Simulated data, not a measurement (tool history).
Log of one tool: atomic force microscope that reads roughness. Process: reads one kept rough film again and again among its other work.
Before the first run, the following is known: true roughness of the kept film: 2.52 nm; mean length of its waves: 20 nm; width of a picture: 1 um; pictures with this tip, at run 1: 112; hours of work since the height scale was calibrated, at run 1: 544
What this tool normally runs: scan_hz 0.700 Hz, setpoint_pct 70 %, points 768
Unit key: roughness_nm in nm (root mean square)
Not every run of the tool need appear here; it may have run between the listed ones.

run    hour  scan_hz  setpoint_pct  points  pictures with this tip  hours of work since the height scale was calibrated  roughness_nm
  1     0.0    0.700            70     768                     112                                                  544         1.562
  2    34.6    0.700            70     768                     161                                                  559         1.426
  3    70.9    0.700            70     768                     213                                                  576         1.332
  4    91.8    0.700            69     768                     243                                                  585         1.276
  5   121.5    0.700            69     768                     286                                                  599         1.200
      143.1  -- new tip fitted
  6   157.5    0.700            70     768                      20                                                  615         1.848
  7   182.3    0.700            70     768                      56                                                  626         1.709
  8   229.2    0.700            70     768                     123                                                  647         1.548
  9   263.9    0.700            70     768                     172                                                  663         1.418
 10   297.5    0.700            70     768                     220                                                  679         1.294
 11   341.8    0.700            70     768                     283                                                  699         1.191
      363.6  -- new tip fitted
 12   384.3    0.700            57     768                      29                                                  718         1.873
 13   409.7    0.700            70     768                      66                                                  729         1.689
 14   432.3    0.700            70     768                      98                                                  740         1.599
 15   482.6    0.700            70     768                     170                                                  762         1.400
 16   517.8    0.700            70     768                     220                                                  778         1.317
 17   547.9    0.700            70     768                     263                                                  792         1.246
 18   579.3    0.700            70     768                     308                                                  806         1.185
      583.2  -- new tip fitted
 19   611.5    2.431            70     768                      40                                                  821         1.631
 20   637.3    0.700            58     847                      77                                                  832         1.720
 21   670.4    1.335            59     768                     124                                                  848         1.544
 22   703.4    1.335            59     768                     171                                                  862         1.417
 23   736.9    0.906            76     813                     219                                                  878         1.294
 24   763.2    0.906            76     813                     257                                                  890         1.223
      805.1  -- new tip fitted
 25   814.0    0.843            61     493                      13                                                  913         1.867
 26   848.9    0.689            57     493                      62                                                  928         1.727
 27   891.4    0.689            72     933                     123                                                  948         1.519
 28   926.8    2.241            72     571                     174                                                  964         1.277
 29   968.0    1.299            62     403                     232                                                  983         1.267
 30   996.3    3.372            62     321                     273                                                  995         1.125
 31  1019.0    0.700            66     257                     305                                                 1006         1.165
     1026.2  -- new tip fitted
 32  1052.7    0.700            78     305                      38                                                 1021         1.696
 33  1088.6    0.601            60     768                      89                                                 1037         1.655
 34  1128.8    3.792            87     590                     146                                                 1055         0.998
 35  1152.0    1.139            88     768                     179                                                 1066         1.253
 36  1180.3    1.139            58     926                     220                                                 1079         1.345
 37  1212.9    3.261            58     866                     266                                                 1094         1.201
 38  1240.5    0.772            58     649                     306                                                 1106         1.205

Each row is a separate what-if for the run after 38, all from the same tool condition, not one after another. Results?
     1247.3  -- new tip fitted
  A  1263.4    0.772            80     649                      23                                                 1116             ?
     1247.3  -- new tip fitted
  B  1263.4    0.996            70     768                      23                                                 1116             ?
     1247.3  -- new tip fitted
  C  1263.4    3.554            58     848                      23                                                 1116             ?
     1247.3  -- new tip fitted
  D  1263.4    0.502            67     269                      23                                                 1116             ?

run  roughness_nm
  A         1.786
  B         1.809
  C         1.747
  D         1.825
Without the tool's unlogged condition, the same runs would have read:
run  roughness_nm
  A         1.862
  B         1.885
  C         1.820
  D         1.902
